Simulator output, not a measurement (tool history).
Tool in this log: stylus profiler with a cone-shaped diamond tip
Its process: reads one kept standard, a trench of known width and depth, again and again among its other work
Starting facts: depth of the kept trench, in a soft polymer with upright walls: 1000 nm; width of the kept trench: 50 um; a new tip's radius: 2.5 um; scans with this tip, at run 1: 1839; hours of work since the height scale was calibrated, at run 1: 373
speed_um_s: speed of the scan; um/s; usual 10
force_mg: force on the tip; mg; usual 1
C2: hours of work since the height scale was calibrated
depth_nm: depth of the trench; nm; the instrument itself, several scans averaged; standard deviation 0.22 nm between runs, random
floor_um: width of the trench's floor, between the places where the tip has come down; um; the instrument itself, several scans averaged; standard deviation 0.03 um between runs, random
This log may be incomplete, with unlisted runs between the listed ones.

{"run": 1, "hour": 0.0, "speed_um_s": 10, "force_mg": 1, "scans with this tip": 1839, "C2": 373, "depth_nm": 1004.02, "floor_um": 45.19}
{"run": 2, "hour": 32.6, "speed_um_s": 10, "force_mg": 1, "scans with this tip": 1928, "C2": 391, "depth_nm": 1004.45, "floor_um": 45.19}
{"run": 3, "hour": 70.6, "speed_um_s": 10, "force_mg": 1, "scans with this tip": 2032, "C2": 412, "depth_nm": 1003.86, "floor_um": 45.12}
{"run": 4, "hour": 93.6, "speed_um_s": 10, "force_mg": 0.87, "scans with this tip": 2095, "C2": 424, "depth_nm": 1003.55, "floor_um": 45.11}
{"run": 5, "hour": 131.6, "speed_um_s": 10, "force_mg": 1.42, "scans with this tip": 2199, "C2": 445, "depth_nm": 1005.42, "floor_um": 45.09}
{"run": 6, "hour": 156.8, "speed_um_s": 38, "force_mg": 1.42, "scans with this tip": 2267, "C2": 459, "depth_nm": 1005.2, "floor_um": 44.93}
{"run": 7, "hour": 186.0, "speed_um_s": 38, "force_mg": 1.42, "scans with this tip": 2347, "C2": 475, "depth_nm": 1004.97, "floor_um": 44.85}
{"run": 8, "hour": 221.7, "speed_um_s": 26, "force_mg": 1, "scans with this tip": 2444, "C2": 495, "depth_nm": 1003.74, "floor_um": 44.88}
{"run": 9, "hour": 258.3, "speed_um_s": 26, "force_mg": 1, "scans with this tip": 2544, "C2": 515, "depth_nm": 1003.69, "floor_um": 44.9}
{"run": 10, "hour": 285.6, "speed_um_s": 32, "force_mg": 1, "scans with this tip": 2619, "C2": 530, "depth_nm": 1004.06, "floor_um": 44.81}
{"run": 11, "hour": 312.4, "speed_um_s": 32, "force_mg": 1, "scans with this tip": 2692, "C2": 545, "depth_nm": 1004.02, "floor_um": 44.74}
{"run": 12, "hour": 347.9, "speed_um_s": 10, "force_mg": 0.9, "scans with this tip": 2789, "C2": 565, "depth_nm": 1003.4, "floor_um": 44.9}
{"run": 13, "hour": 368.9, "speed_um_s": 10, "force_mg": 0.9, "scans with this tip": 2846, "C2": 577, "depth_nm": 1002.71, "floor_um": 44.87}
{"run": 14, "hour": 414.0, "speed_um_s": 3, "force_mg": 0.9, "scans with this tip": 2969, "C2": 601, "depth_nm": 1003.15, "floor_um": 44.95}
{"run": 15, "hour": 459.4, "speed_um_s": 2, "force_mg": 1, "scans with this tip": 3093, "C2": 627, "depth_nm": 1003.2, "floor_um": 44.79}
{"run": 16, "hour": 488.2, "speed_um_s": 10, "force_mg": 0.57, "scans with this tip": 3171, "C2": 642, "depth_nm": 1001.78, "floor_um": 44.78}
{"run": 17, "hour": 521.8, "speed_um_s": 10, "force_mg": 1, "scans with this tip": 3263, "C2": 661, "depth_nm": 1003.38, "floor_um": 44.66}
{"run": 18, "hour": 554.0, "speed_um_s": 10, "force_mg": 1, "scans with this tip": 3351, "C2": 679, "depth_nm": 1003.58, "floor_um": 44.75}
{"run": 19, "hour": 589.2, "speed_um_s": 10, "force_mg": 1, "scans with this tip": 3447, "C2": 698, "depth_nm": 1003.56, "floor_um": 44.69}
{"run": 20, "hour": 626.8, "speed_um_s": 9, "force_mg": 0.35, "scans with this tip": 3550, "C2": 719, "depth_nm": 1001.04, "floor_um": 44.59}
{"run": 21, "hour": 661.2, "speed_um_s": 9, "force_mg": 0.35, "scans with this tip": 3644, "C2": 738, "depth_nm": 1001.15, "floor_um": 44.53}
{"run": 22, "hour": 695.1, "speed_um_s": 9, "force_mg": 0.35, "scans with this tip": 3736, "C2": 757, "depth_nm": 1000.38, "floor_um": 44.51}
{"run": 23, "hour": 737.3, "speed_um_s": 9, "force_mg": 0.35, "scans with this tip": 3851, "C2": 780, "depth_nm": 1000.4, "floor_um": 44.54}
{"run": 24, "hour": 771.2, "speed_um_s": 14, "force_mg": 1.2, "scans with this tip": 3944, "C2": 799, "depth_nm": 1003.64, "floor_um": 44.43}
{"hour": 775.7, "done": "height scale calibrated on a step standard"}
{"run": 25, "hour": 814.0, "speed_um_s": 31, "force_mg": 2.49, "scans with this tip": 4059, "C2": 21, "depth_nm": 1006.45, "floor_um": 44.43}
{"run": 26, "hour": 837.9, "speed_um_s": 4, "force_mg": 1.33, "scans with this tip": 4124, "C2": 34, "depth_nm": 1002.86, "floor_um": 44.42}
{"run": 27, "hour": 866.8, "speed_um_s": 4, "force_mg": 1.04, "scans with this tip": 4203, "C2": 50, "depth_nm": 1002.2, "floor_um": 44.39}
{"run": 28, "hour": 894.9, "speed_um_s": 4, "force_mg": 1.04, "scans with this tip": 4280, "C2": 66, "depth_nm": 1001.61, "floor_um": 44.43}
{"hour": 904.3, "done": "height scale calibrated on a step standard, once more"}
{"run": 29, "hour": 917.0, "speed_um_s": 17, "force_mg": 0.48, "scans with this tip": 4339, "C2": 7, "depth_nm": 1003.08, "floor_um": 44.28}
{"run": 30, "hour": 946.5, "speed_um_s": 23, "force_mg": 1.87, "scans with this tip": 4419, "C2": 23, "depth_nm": 1007.62, "floor_um": 44.29}
{"run": 31, "hour": 966.1, "speed_um_s": 7, "force_mg": 0.76, "scans with this tip": 4473, "C2": 34, "depth_nm": 1003.91, "floor_um": 44.3}
{"run": 32, "hour": 1014.0, "speed_um_s": 7, "force_mg": 0.76, "scans with this tip": 4603, "C2": 61, "depth_nm": 1003.81, "floor_um": 44.28}
{"run": 33, "hour": 1041.5, "speed_um_s": 3, "force_mg": 0.4, "scans with this tip": 4678, "C2": 76, "depth_nm": 1002.36, "floor_um": 44.25}
{"run": 34, "hour": 1071.7, "speed_um_s": 20, "force_mg": 0.76, "scans with this tip": 4761, "C2": 92, "depth_nm": 1004.2, "floor_um": 44.16}
{"run": 35, "hour": 1115.5, "speed_um_s": 19, "force_mg": 0.5, "scans with this tip": 4880, "C2": 117, "depth_nm": 1002.41, "floor_um": 44.1}
{"run": 36, "hour": 1140.0, "speed_um_s": 19, "force_mg": 0.5, "scans with this tip": 4947, "C2": 130, "depth_nm": 1002.81, "floor_um": 44.12}
{"run": 37, "hour": 1166.4, "speed_um_s": 19, "force_mg": 0.5, "scans with this tip": 5019, "C2": 145, "depth_nm": 1002.71, "floor_um": 44.03}

For run 38, what comes out?
{"run": 38, "hour": 1185.8, "speed_um_s": 7, "force_mg": 1, "scans with this tip": 5072, "C2": 156, "depth_nm": "?", "floor_um": "?"}

depth_nm: 1004.4 nm
floor_um: 44.11 um
With no hidden state in the tool, this same run would have given depth_nm 1004.87 nm, floor_um 45.92 um.
